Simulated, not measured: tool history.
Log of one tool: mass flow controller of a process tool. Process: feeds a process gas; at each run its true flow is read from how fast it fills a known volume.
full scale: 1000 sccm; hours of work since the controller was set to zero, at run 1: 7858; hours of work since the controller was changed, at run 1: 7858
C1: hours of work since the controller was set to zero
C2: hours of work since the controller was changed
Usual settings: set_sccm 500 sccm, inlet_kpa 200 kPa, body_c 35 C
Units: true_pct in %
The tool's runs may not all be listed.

Run 1, hour 0.0: usual settings; C1 7858; C2 7858. Result: true_pct 97.46 %.
Run 2, hour 558.2: usual settings; C1 8283; C2 8283. Result: true_pct 97.55 %.
Run 3, hour 995.1: usual settings; C1 8614; C2 8614. Result: true_pct 97.49 %.
At hour 1413.6: controller's zero set anew.
Run 4, hour 1504.4: usual settings; C1 69; C2 9001. Result: true_pct 97.59 %.
Run 5, hour 1849.9: usual settings; C1 331; C2 9264. Result: true_pct 97.46 %.
Run 6, hour 2298.6: usual settings; C1 672; C2 9604. Result: true_pct 97.39 %.
Run 7, hour 2749.9: usual settings but set_sccm 152 sccm, inlet_kpa 209 kPa, body_c 27 C; C1 1015; C2 9947. Result: true_pct 97.47 %.
Run 8, hour 3060.4: usual settings but set_sccm 152 sccm, inlet_kpa 209 kPa, body_c 27 C; C1 1251; C2 10183. Result: true_pct 97.44 %.
Run 9, hour 3564.5: usual settings but set_sccm 152 sccm, inlet_kpa 209 kPa, body_c 27 C; C1 1634; C2 10566. Result: true_pct 97.60 %.
Run 10, hour 4047.3: usual settings but set_sccm 152 sccm, inlet_kpa 209 kPa, body_c 27 C; C1 2001; C2 10933. Result: true_pct 97.47 %.
Run 11, hour 4457.2: usual settings but set_sccm 152 sccm, inlet_kpa 209 kPa, body_c 27 C; C1 2312; C2 11244. Result: true_pct 97.39 %.
At hour 4745.3: controller exchanged for a calibrated one.
Run 12, hour 5004.7: usual settings but set_sccm 258 sccm, inlet_kpa 209 kPa, body_c 29 C; C1 197; C2 197. Result: true_pct 97.59 %.

Forecast each of these 5 alternatives for the next run:
Run A, hour 5412.8: usual settings but set_sccm 622 sccm, inlet_kpa 262 kPa, body_c 38 C; C1 507; C2 507. Result: true_pct ?.
Run B, hour 5412.8: usual settings but set_sccm 484 sccm, inlet_kpa 213 kPa, body_c 28 C; C1 507; C2 507. Result: true_pct ?.
Run C, hour 5412.8: usual settings but set_sccm 258 sccm, inlet_kpa 203 kPa, body_c 29 C; C1 507; C2 507. Result: true_pct ?.
Run D, hour 5412.8: usual settings but set_sccm 289 sccm, inlet_kpa 207 kPa, body_c 21 C; C1 507; C2 507. Result: true_pct ?.
Run E, hour 5412.8: usual settings but inlet_kpa 270 kPa, body_c 22 C; C1 507; C2 507. Result: true_pct ?.

run  true_pct
  A     97.05
  B     98.20
  C     97.59
  D     98.59
  E     98.70
Without the tool's hidden state the same runs would have given:
run  true_pct
  A     97.05
  B     98.20
  C     97.59
  D     98.59
  E     98.70
